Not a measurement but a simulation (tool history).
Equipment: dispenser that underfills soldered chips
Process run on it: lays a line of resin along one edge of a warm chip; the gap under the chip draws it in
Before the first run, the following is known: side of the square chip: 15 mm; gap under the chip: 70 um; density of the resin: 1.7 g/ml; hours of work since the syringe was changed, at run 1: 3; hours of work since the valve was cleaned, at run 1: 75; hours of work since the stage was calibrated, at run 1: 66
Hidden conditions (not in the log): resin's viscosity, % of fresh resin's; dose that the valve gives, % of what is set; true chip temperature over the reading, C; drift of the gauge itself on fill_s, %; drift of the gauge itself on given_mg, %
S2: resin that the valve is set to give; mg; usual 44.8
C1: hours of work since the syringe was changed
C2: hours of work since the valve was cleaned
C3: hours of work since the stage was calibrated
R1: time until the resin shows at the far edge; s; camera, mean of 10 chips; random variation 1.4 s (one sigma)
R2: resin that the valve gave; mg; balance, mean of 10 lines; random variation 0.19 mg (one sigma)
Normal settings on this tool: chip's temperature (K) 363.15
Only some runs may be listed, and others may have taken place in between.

run 1 hour=0.0 | chip's_temperature_(K)=363.15 S2=44.8 | C1=3 C2=75 C3=66 | R1=173.4 R2=41.23
run 2 hour=5.0 | chip's_temperature_(K)=363.15 S2=44.8 | C1=6 C2=78 C3=69 | R1=217.2 R2=41.46
run 3 hour=8.5 | chip's_temperature_(K)=363.15 S2=54.9 | C1=8 C2=80 C3=71 | R1=249.2 R2=50.88
-- hour=13.3 dispensing valve cleaned and set on the balance
-- hour=14.1 new syringe of resin
run 4 hour=14.1 | chip's_temperature_(K)=372.15 S2=44.8 | C1=0 C2=0 C3=74 | R1=108.9 R2=45.09
run 5 hour=20.2 | chip's_temperature_(K)=363.15 S2=50.3 | C1=4 C2=4 C3=78 | R1=182.3 R2=50.15
run 6 hour=24.6 | chip's_temperature_(K)=363.15 S2=44.8 | C1=7 C2=7 C3=81 | R1=230.8 R2=44.54
run 7 hour=29.0 | chip's_temperature_(K)=363.15 S2=44.8 | C1=9 C2=10 C3=83 | R1=273.7 R2=43.64
-- hour=32.0 new syringe of resin
run 8 hour=35.9 | chip's_temperature_(K)=363.15 S2=44.8 | C1=2 C2=14 C3=88 | R1=166.7 R2=44.35
run 9 hour=39.0 | chip's_temperature_(K)=363.15 S2=44.8 | C1=4 C2=16 C3=89 | R1=195.4 R2=43.89
run 10 hour=43.3 | chip's_temperature_(K)=363.15 S2=44.8 | C1=7 C2=19 C3=92 | R1=240.2 R2=43.92
run 11 hour=48.5 | chip's_temperature_(K)=363.15 S2=44.8 | C1=10 C2=22 C3=96 | R1=295.9 R2=43.86
-- hour=49.9 new syringe of resin
run 12 hour=54.2 | chip's_temperature_(K)=363.15 S2=44.8 | C1=3 C2=25 C3=99 | R1=169.6 R2=43.48
run 13 hour=56.9 | chip's_temperature_(K)=363.15 S2=44.8 | C1=4 C2=27 C3=101 | R1=191.9 R2=43.52
run 14 hour=63.7 | chip's_temperature_(K)=363.15 S2=44.8 | C1=9 C2=31 C3=105 | R1=260.0 R2=43.22
-- hour=67.5 new syringe of resin
run 15 hour=68.4 | chip's_temperature_(K)=363.15 S2=38.1 | C1=1 C2=34 C3=108 | R1=155.9 R2=36.51
run 16 hour=73.0 | chip's_temperature_(K)=363.15 S2=44.8 | C1=4 C2=37 C3=111 | R1=182.6 R2=43.17
run 17 hour=79.2 | chip's_temperature_(K)=363.15 S2=44.8 | C1=7 C2=41 C3=115 | R1=239.8 R2=42.80
run 18 hour=82.6 | chip's_temperature_(K)=363.15 S2=44.8 | C1=10 C2=43 C3=117 | R1=275.6 R2=42.85
-- hour=85.2 new syringe of resin
run 19 hour=88.8 | chip's_temperature_(K)=363.15 S2=44.8 | C1=2 C2=47 C3=121 | R1=162.6 R2=42.76
run 20 hour=92.7 | chip's_temperature_(K)=351.15 S2=47.7 | C1=5 C2=49 C3=123 | R1=288.4 R2=45.53
run 21 hour=96.8 | chip's_temperature_(K)=355.15 S2=45.9 | C1=7 C2=52 C3=126 | R1=300.3 R2=43.69
run 22 hour=101.3 | chip's_temperature_(K)=375.15 S2=39.6 | C1=10 C2=55 C3=128 | R1=199.8 R2=37.25
-- hour=102.8 new syringe of resin
run 23 hour=107.7 | chip's_temperature_(K)=367.15 S2=51.0 | C1=3 C2=59 C3=132 | R1=155.0 R2=48.25
run 24 hour=113.7 | chip's_temperature_(K)=367.15 S2=51.0 | C1=7 C2=63 C3=136 | R1=200.0 R2=47.71
run 25 hour=117.9 | chip's_temperature_(K)=359.15 S2=52.9 | C1=10 C2=65 C3=139 | R1=309.4 R2=49.37
-- hour=120.5 new syringe of resin
run 26 hour=121.1 | chip's_temperature_(K)=359.15 S2=39.9 | C1=0 C2=67 C3=141 | R1=170.4 R2=37.27
run 27 hour=126.9 | chip's_temperature_(K)=359.15 S2=39.9 | C1=4 C2=71 C3=144 | R1=220.8 R2=37.21
run 28 hour=132.1 | chip's_temperature_(K)=359.15 S2=47.8 | C1=7 C2=74 C3=148 | R1=268.6 R2=44.29
-- hour=138.1 new syringe of resin
run 29 hour=138.1 | chip's_temperature_(K)=359.15 S2=47.8 | C1=0 C2=78 C3=151 | R1=162.5 R2=44.10
run 30 hour=144.7 | chip's_temperature_(K)=367.15 S2=38.5 | C1=4 C2=82 C3=155 | R1=170.6 R2=35.11
-- hour=146.6 dispensing valve cleaned and set on the balance
run 31 hour=149.6 | chip's_temperature_(K)=367.15 S2=38.5 | C1=7 C2=2 C3=158 | R1=208.0 R2=38.66
run 32 hour=155.0 | chip's_temperature_(K)=374.15 S2=51.0 | C1=10 C2=5 C3=161 | R1=202.6 R2=50.63
-- hour=156.8 new syringe of resin
run 33 hour=160.5 | chip's_temperature_(K)=374.15 S2=51.0 | C1=2 C2=9 C3=165 | R1=118.1 R2=50.41
run 34 hour=165.9 | chip's_temperature_(K)=374.15 S2=48.2 | C1=6 C2=12 C3=168 | R1=151.5 R2=48.06
run 35 hour=170.2 | chip's_temperature_(K)=353.15 S2=46.1 | C1=8 C2=15 C3=171 | R1=343.1 R2=45.45

What if the next run were any one of these 4? Each begins from the tool's condition after run 35:
-- hour=174.5 new syringe of resin
run A hour=177.2 | chip's_temperature_(K)=367.15 S2=39.8 | C1=2 C2=19 C3=175 | R1=? R2=?
-- hour=174.5 new syringe of resin
run B hour=177.2 | chip's_temperature_(K)=353.15 S2=51.3 | C1=2 C2=19 C3=175 | R1=? R2=?
-- hour=174.5 new syringe of resin
run C hour=177.2 | chip's_temperature_(K)=370.15 S2=56.6 | C1=2 C2=19 C3=175 | R1=? R2=?
-- hour=174.5 new syringe of resin
run D hour=177.2 | chip's_temperature_(K)=359.15 S2=39.8 | C1=2 C2=19 C3=175 | R1=? R2=?

run=A R1=141.6 R2=39.32
run=B R1=216.2 R2=50.48
run=C R1=125.7 R2=55.68
run=D R1=185.7 R2=39.34
Stripped of hidden state, with their random variation kept, the same runs would have yielded:
run=A R1=126.1 R2=40.06
run=B R1=192.9 R2=51.42
run=C R1=112.2 R2=56.72
run=D R1=165.3 R2=40.07
